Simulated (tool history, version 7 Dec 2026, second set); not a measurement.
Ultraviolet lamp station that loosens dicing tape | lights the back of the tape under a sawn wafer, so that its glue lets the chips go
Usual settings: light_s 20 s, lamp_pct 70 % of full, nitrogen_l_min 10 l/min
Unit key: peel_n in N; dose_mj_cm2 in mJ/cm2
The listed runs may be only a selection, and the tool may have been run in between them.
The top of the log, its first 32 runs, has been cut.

run 33 hour=697.3 | light_s=25 lamp_pct=85 nitrogen_l_min=10 | peel_n=0.761 dose_mj_cm2=511
run 34 hour=715.3 | light_s=25 lamp_pct=85 nitrogen_l_min=10 | peel_n=0.746 dose_mj_cm2=514
run 35 hour=742.4 | light_s=25 lamp_pct=85 nitrogen_l_min=10 | peel_n=0.76 dose_mj_cm2=508
run 36 hour=755.7 | light_s=25 lamp_pct=85 nitrogen_l_min=10 | peel_n=0.774 dose_mj_cm2=510
run 37 hour=781.1 | light_s=19 lamp_pct=70 nitrogen_l_min=6 | peel_n=2.173 dose_mj_cm2=321
run 38 hour=800.8 | light_s=19 lamp_pct=70 nitrogen_l_min=6 | peel_n=2.281 dose_mj_cm2=314
run 39 hour=826.3 | light_s=19 lamp_pct=70 nitrogen_l_min=6 | peel_n=2.293 dose_mj_cm2=315
run 40 hour=855.4 | light_s=20 lamp_pct=63 nitrogen_l_min=3 | peel_n=2.997 dose_mj_cm2=298
run 41 hour=870.1 | light_s=20 lamp_pct=70 nitrogen_l_min=14 | peel_n=1.524 dose_mj_cm2=328
run 42 hour=887.4 | light_s=23 lamp_pct=93 nitrogen_l_min=4 | peel_n=1.307 dose_mj_cm2=506
run 43 hour=913.1 | light_s=15 lamp_pct=95 nitrogen_l_min=5 | peel_n=2.214 dose_mj_cm2=331

5 ways to go on from here, each from the tool as it stands after run 43. What would each give?
run A hour=936.5 | light_s=20 lamp_pct=98 nitrogen_l_min=10 | peel_n=? dose_mj_cm2=?
run B hour=936.5 | light_s=34 lamp_pct=66 nitrogen_l_min=10 | peel_n=? dose_mj_cm2=?
run C hour=936.5 | light_s=16 lamp_pct=86 nitrogen_l_min=17 | peel_n=? dose_mj_cm2=?
run D hour=936.5 | light_s=30 lamp_pct=70 nitrogen_l_min=10 | peel_n=? dose_mj_cm2=?
run E hour=936.5 | light_s=35 lamp_pct=70 nitrogen_l_min=8 | peel_n=? dose_mj_cm2=?

run=A peel_n=0.987 dose_mj_cm2=462
run=B peel_n=0.741 dose_mj_cm2=529
run=C peel_n=1.495 dose_mj_cm2=324
run=D peel_n=0.847 dose_mj_cm2=490
run=E peel_n=0.707 dose_mj_cm2=579
Stripped of hidden state, with their random variation kept, the same runs would have yielded:
run=A peel_n=0.711 dose_mj_cm2=548
run=B peel_n=0.532 dose_mj_cm2=627
run=C peel_n=1.108 dose_mj_cm2=384
run=D peel_n=0.611 dose_mj_cm2=580
run=E peel_n=0.51 dose_mj_cm2=686
